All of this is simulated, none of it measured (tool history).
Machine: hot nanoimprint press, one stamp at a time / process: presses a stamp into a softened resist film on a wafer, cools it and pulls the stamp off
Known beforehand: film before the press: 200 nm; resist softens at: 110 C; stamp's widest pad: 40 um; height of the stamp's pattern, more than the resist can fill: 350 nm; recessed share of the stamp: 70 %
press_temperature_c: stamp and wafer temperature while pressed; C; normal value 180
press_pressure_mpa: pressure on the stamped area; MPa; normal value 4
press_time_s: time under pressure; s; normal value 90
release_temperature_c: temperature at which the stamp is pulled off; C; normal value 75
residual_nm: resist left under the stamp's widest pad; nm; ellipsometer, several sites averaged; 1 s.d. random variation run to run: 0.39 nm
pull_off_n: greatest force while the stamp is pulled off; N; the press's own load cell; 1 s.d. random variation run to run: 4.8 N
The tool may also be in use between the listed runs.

run   hour  press_temperature_c  press_pressure_mpa  press_time_s  release_temperature_c  residual_nm  pull_off_n
  1      0                  180                   4            90                     75         94.2         232
  2   32.5                  180                   4            90                     75         94.1         237
  3   55.1                  180                   4           127                     75         83.9         235
  4   83.1                  180                   4           127                     75         83.6         233
  5  107.3                  180                   4            90                     75         93.8         242
  6  134.3                  180                   4            90                     75         93.2         236
  7  170.2                  180                   4            90                     75         94.3         239
  8  189.4                  184                   4            90                     75         79.5         234
  9  225.4                  175                   4            90                     75        114.7         237
 10  256.6                  175                   4            90                     75        114.1         240
 11  274.9                  175                   4            90                     75        115.3         233
 12  292.2                  175                   4            90                     76        114.9         236
 13  312.2                  177                4.35           147                     70         86.5         249
 14  343.7                  177                4.35           147                     70           87         246
 15    380                  177                4.35           147                     70         86.6         242
 16  417.1                  170                2.63           131                     62        148.7         277
     426.4  -- plate thermocouple calibrated
 17  451.2                  180                3.11            90                     75        107.2         238

Predict the results of run 18:
 18  466.7                  186                4.61            63                     75            ?           ?

Run 18 yielded residual_nm 76.9 nm, pull_off_n 247 N.
With the hidden condition absent and the run-to-run variation left alone, this run would have shown residual_nm 76.9 nm, pull_off_n 243 N.
